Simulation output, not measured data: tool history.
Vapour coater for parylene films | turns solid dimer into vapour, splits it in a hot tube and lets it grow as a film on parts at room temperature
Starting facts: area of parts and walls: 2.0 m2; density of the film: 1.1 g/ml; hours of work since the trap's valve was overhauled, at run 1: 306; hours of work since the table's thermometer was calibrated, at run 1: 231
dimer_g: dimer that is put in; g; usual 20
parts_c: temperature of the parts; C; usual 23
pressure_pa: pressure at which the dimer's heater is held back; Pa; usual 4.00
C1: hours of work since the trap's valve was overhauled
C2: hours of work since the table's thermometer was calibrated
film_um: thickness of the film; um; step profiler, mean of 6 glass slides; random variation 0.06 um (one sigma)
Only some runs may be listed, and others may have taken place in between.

{"run": 1, "hour": 0.0, "dimer_g": 20, "parts_c": 23, "pressure_pa": 4.0, "C1": 306, "C2": 231, "film_um": 6.61}
{"run": 2, "hour": 21.9, "dimer_g": 32, "parts_c": 23, "pressure_pa": 4.0, "C1": 323, "C2": 247, "film_um": 10.6}
{"run": 3, "hour": 38.8, "dimer_g": 16, "parts_c": 23, "pressure_pa": 4.0, "C1": 336, "C2": 260, "film_um": 5.24}
{"run": 4, "hour": 52.4, "dimer_g": 16, "parts_c": 23, "pressure_pa": 4.0, "C1": 346, "C2": 270, "film_um": 5.31}
{"run": 5, "hour": 70.4, "dimer_g": 16, "parts_c": 23, "pressure_pa": 4.0, "C1": 360, "C2": 284, "film_um": 5.27}
{"run": 6, "hour": 92.7, "dimer_g": 16, "parts_c": 29, "pressure_pa": 4.0, "C1": 376, "C2": 301, "film_um": 4.48}
{"run": 7, "hour": 104.4, "dimer_g": 16, "parts_c": 29, "pressure_pa": 4.0, "C1": 385, "C2": 310, "film_um": 4.47}
{"run": 8, "hour": 124.8, "dimer_g": 20, "parts_c": 23, "pressure_pa": 6.07, "C1": 401, "C2": 325, "film_um": 6.09}
{"run": 9, "hour": 134.6, "dimer_g": 14, "parts_c": 23, "pressure_pa": 4.0, "C1": 408, "C2": 333, "film_um": 4.51}
{"run": 10, "hour": 150.9, "dimer_g": 20, "parts_c": 25, "pressure_pa": 4.0, "C1": 421, "C2": 345, "film_um": 6.21}
{"run": 11, "hour": 167.2, "dimer_g": 9, "parts_c": 23, "pressure_pa": 4.0, "C1": 433, "C2": 357, "film_um": 2.97}
{"run": 12, "hour": 182.3, "dimer_g": 20, "parts_c": 26, "pressure_pa": 4.0, "C1": 444, "C2": 369, "film_um": 6.05}
{"run": 13, "hour": 205.7, "dimer_g": 20, "parts_c": 23, "pressure_pa": 4.0, "C1": 462, "C2": 387, "film_um": 6.42}
{"run": 14, "hour": 226.6, "dimer_g": 20, "parts_c": 23, "pressure_pa": 4.0, "C1": 478, "C2": 402, "film_um": 6.53}
{"run": 15, "hour": 238.5, "dimer_g": 20, "parts_c": 23, "pressure_pa": 4.0, "C1": 487, "C2": 411, "film_um": 6.51}
{"run": 16, "hour": 260.3, "dimer_g": 21, "parts_c": 20, "pressure_pa": 2.74, "C1": 503, "C2": 428, "film_um": 7.89}
{"run": 17, "hour": 280.2, "dimer_g": 11, "parts_c": 20, "pressure_pa": 5.18, "C1": 519, "C2": 443, "film_um": 3.66}
{"run": 18, "hour": 294.2, "dimer_g": 11, "parts_c": 17, "pressure_pa": 4.0, "C1": 529, "C2": 454, "film_um": 4.17}
{"run": 19, "hour": 312.5, "dimer_g": 11, "parts_c": 28, "pressure_pa": 9.94, "C1": 543, "C2": 468, "film_um": 2.58}
{"run": 20, "hour": 332.1, "dimer_g": 14, "parts_c": 16, "pressure_pa": 4.0, "C1": 558, "C2": 482, "film_um": 5.37}
{"run": 21, "hour": 349.1, "dimer_g": 33, "parts_c": 19, "pressure_pa": 9.84, "C1": 571, "C2": 495, "film_um": 9.65}
{"run": 22, "hour": 369.7, "dimer_g": 12, "parts_c": 17, "pressure_pa": 4.1, "C1": 586, "C2": 511, "film_um": 4.42}
{"run": 23, "hour": 382.5, "dimer_g": 23, "parts_c": 22, "pressure_pa": 2.81, "C1": 596, "C2": 521, "film_um": 8.03}
{"run": 24, "hour": 403.0, "dimer_g": 23, "parts_c": 22, "pressure_pa": 4.43, "C1": 612, "C2": 536, "film_um": 7.26}
{"run": 25, "hour": 423.8, "dimer_g": 25, "parts_c": 18, "pressure_pa": 4.0, "C1": 627, "C2": 552, "film_um": 9.07}
{"run": 26, "hour": 444.4, "dimer_g": 18, "parts_c": 18, "pressure_pa": 8.83, "C1": 643, "C2": 568, "film_um": 5.47}
{"run": 27, "hour": 458.5, "dimer_g": 20, "parts_c": 27, "pressure_pa": 3.83, "C1": 654, "C2": 578, "film_um": 5.62}
{"run": 28, "hour": 470.8, "dimer_g": 29, "parts_c": 30, "pressure_pa": 3.83, "C1": 663, "C2": 588, "film_um": 7.63}
{"run": 29, "hour": 494.3, "dimer_g": 29, "parts_c": 30, "pressure_pa": 3.83, "C1": 681, "C2": 605, "film_um": 7.56}

Below are 3 alternative next runs, each starting from the tool's condition after run 29. Predict each:
{"run": "A", "hour": 511.5, "dimer_g": 16, "parts_c": 21, "pressure_pa": 3.18, "C1": 694, "C2": 618, "film_um": "?"}
{"run": "B", "hour": 511.5, "dimer_g": 29, "parts_c": 15, "pressure_pa": 5.06, "C1": 694, "C2": 618, "film_um": "?"}
{"run": "C", "hour": 511.5, "dimer_g": 12, "parts_c": 30, "pressure_pa": 3.35, "C1": 694, "C2": 618, "film_um": "?"}

run=A film_um=5.48
run=B film_um=10.63
run=C film_um=3.19
Stripped of hidden state, with their random variation kept, the same runs would have yielded:
run=A film_um=6.20
run=B film_um=12.04
run=C film_um=3.62

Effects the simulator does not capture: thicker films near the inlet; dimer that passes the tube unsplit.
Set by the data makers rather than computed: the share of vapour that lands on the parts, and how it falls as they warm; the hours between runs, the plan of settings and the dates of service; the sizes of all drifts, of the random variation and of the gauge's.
